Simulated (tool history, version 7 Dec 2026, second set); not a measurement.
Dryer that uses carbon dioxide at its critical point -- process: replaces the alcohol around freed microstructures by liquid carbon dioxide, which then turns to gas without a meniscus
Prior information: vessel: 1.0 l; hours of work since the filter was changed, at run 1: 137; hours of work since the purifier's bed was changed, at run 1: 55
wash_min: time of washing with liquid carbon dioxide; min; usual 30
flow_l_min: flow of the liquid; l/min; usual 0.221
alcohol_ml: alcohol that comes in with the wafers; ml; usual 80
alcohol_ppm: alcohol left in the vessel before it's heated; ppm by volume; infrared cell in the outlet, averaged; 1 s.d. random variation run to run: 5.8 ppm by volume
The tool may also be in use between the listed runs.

| run | hour | wash_min | flow_l_min | alcohol_ml | hours of work since the filter was changed | hours of work since the purifier's bed was changed | alcohol_ppm |
|---|---|---|---|---|---|---|---|
| 1 | 0 | 30 | 0.221 | 80 | 137 | 55 | 248 |
| 2 | 47.8 | 21 | 0.221 | 80 | 172 | 91 | 1391 |
| 3 | 93.1 | 21 | 0.221 | 80 | 206 | 124 | 1445 |
| 4 | 119.1 | 30 | 0.221 | 80 | 226 | 144 | 288 |
| 5 | 142.7 | 30 | 0.221 | 80 | 243 | 161 | 311 |
|  | 170.2 | inlet filter changed |
| 6 | 179.4 | 30 | 0.221 | 80 | 7 | 188 | 245 |
| 7 | 222.9 | 30 | 0.221 | 80 | 39 | 221 | 266 |
| 8 | 261.3 | 30 | 0.221 | 80 | 68 | 249 | 267 |
| 9 | 300.4 | 30 | 0.221 | 80 | 97 | 278 | 283 |
| 10 | 349.7 | 23 | 0.221 | 80 | 134 | 315 | 1005 |
| 11 | 395.8 | 23 | 0.221 | 80 | 169 | 350 | 1010 |
| 12 | 421.9 | 23 | 0.221 | 80 | 188 | 369 | 1027 |
| 13 | 466.5 | 23 | 0.221 | 80 | 221 | 403 | 1081 |
| 14 | 511.6 | 23 | 0.221 | 80 | 255 | 436 | 1136 |
|  | 523.6 | inlet filter changed |
| 15 | 551.3 | 23 | 0.221 | 80 | 21 | 465 | 953 |
| 16 | 591.7 | 31 | 0.221 | 80 | 51 | 495 | 282 |
| 17 | 632.2 | 31 | 0.236 | 80 | 81 | 526 | 232 |
| 18 | 659.6 | 30 | 0.221 | 27 | 102 | 546 | 202 |
| 19 | 699.8 | 30 | 0.221 | 27 | 132 | 576 | 205 |
|  | 724.7 | purifier's bed changed |
| 20 | 750.3 | 30 | 0.221 | 80 | 167 | 19 | 253 |
| 21 | 788.4 | 30 | 0.221 | 80 | 196 | 48 | 268 |
| 22 | 814 | 30 | 0.221 | 80 | 215 | 67 | 281 |
| 23 | 862.2 | 30 | 0.221 | 80 | 251 | 103 | 292 |
|  | 880.8 | inlet filter changed |
| 24 | 888.1 | 23 | 0.268 | 20 | 5 | 121 | 102 |
| 25 | 919.3 | 22 | 0.147 | 80 | 29 | 145 | 4708 |
| 26 | 946.1 | 22 | 0.147 | 80 | 49 | 165 | 4572 |
| 27 | 980.3 | 22 | 0.147 | 80 | 74 | 190 | 4788 |
| 28 | 1019.9 | 42 | 0.275 | 59 | 104 | 220 | 55 |
| 29 | 1049.9 | 30 | 0.167 | 61 | 126 | 242 | 814 |
| 30 | 1093.9 | 30 | 0.167 | 61 | 159 | 275 | 876 |
| 31 | 1130.9 | 30 | 0.167 | 61 | 187 | 303 | 877 |
| 32 | 1161.2 | 30 | 0.167 | 61 | 209 | 325 | 909 |
| 33 | 1188.5 | 30 | 0.31 | 103 | 230 | 346 | 109 |
|  | 1234.6 | inlet filter changed |
| 34 | 1237.1 | 21 | 0.31 | 103 | 2 | 381 | 347 |
| 35 | 1269.5 | 21 | 0.344 | 22 | 26 | 406 | 121 |
| 36 | 1309.6 | 26 | 0.227 | 95 | 56 | 436 | 563 |
| 37 | 1334.2 | 19 | 0.144 | 29 | 74 | 454 | 2709 |
| 38 | 1365.1 | 30 | 0.15 | 80 | 98 | 477 | 1673 |
| 39 | 1406.4 | 37 | 0.15 | 28 | 128 | 508 | 353 |
| 40 | 1435.8 | 37 | 0.135 | 80 | 150 | 530 | 1231 |
| 41 | 1483 | 37 | 0.135 | 80 | 186 | 565 | 1292 |
| 42 | 1508.2 | 21 | 0.277 | 80 | 204 | 584 | 614 |
|  | 1523.6 | purifier's bed changed |
| 43 | 1549.4 | 44 | 0.138 | 22 | 233 | 19 | 133 |
| 44 | 1584 | 30 | 0.181 | 35 | 259 | 45 | 349 |
|  | 1591.3 | inlet filter changed |
| 45 | 1630.1 | 30 | 0.156 | 34 | 29 | 79 | 552 |
| 46 | 1650 | 43 | 0.212 | 28 | 44 | 94 | 29 |

Below, some changes in alcohol_ppm between adjacent runs. For each, the amount present without the hidden state too (settings, incoming material, random variation) and the amount remaining for the hidden state with gauge scatter not shared by both compared results:
The hidden state here: flow that reaches the vessel past the clogged filter, %; alcohol in the recycled carbon dioxide, ppm; drift of the gauge itself on alcohol_ppm, %.
Run 14 -> 15: inlet filter changed. alcohol_ppm -183 ppm by volume: hidden state -190, all else +7.
Run 24 -> 25: wash_min 23 -> 22, flow_l_min 0.268 -> 0.147, alcohol_ml 20 -> 80. alcohol_ppm +4606 ppm by volume: hidden state +86, all else +4520.
Run 27 -> 28: wash_min 22 -> 42, flow_l_min 0.147 -> 0.275, alcohol_ml 80 -> 59. alcohol_ppm -4733 ppm by volume: hidden state -194, all else -4539.
Run 36 -> 37: wash_min 26 -> 19, flow_l_min 0.227 -> 0.144, alcohol_ml 95 -> 29. alcohol_ppm +2146 ppm by volume: hidden state +65, all else +2081.
Run 42 -> 43: wash_min 21 -> 44, flow_l_min 0.277 -> 0.138, alcohol_ml 80 -> 22, purifier's bed changed. alcohol_ppm -481 ppm by volume: hidden state -187, all else -294.
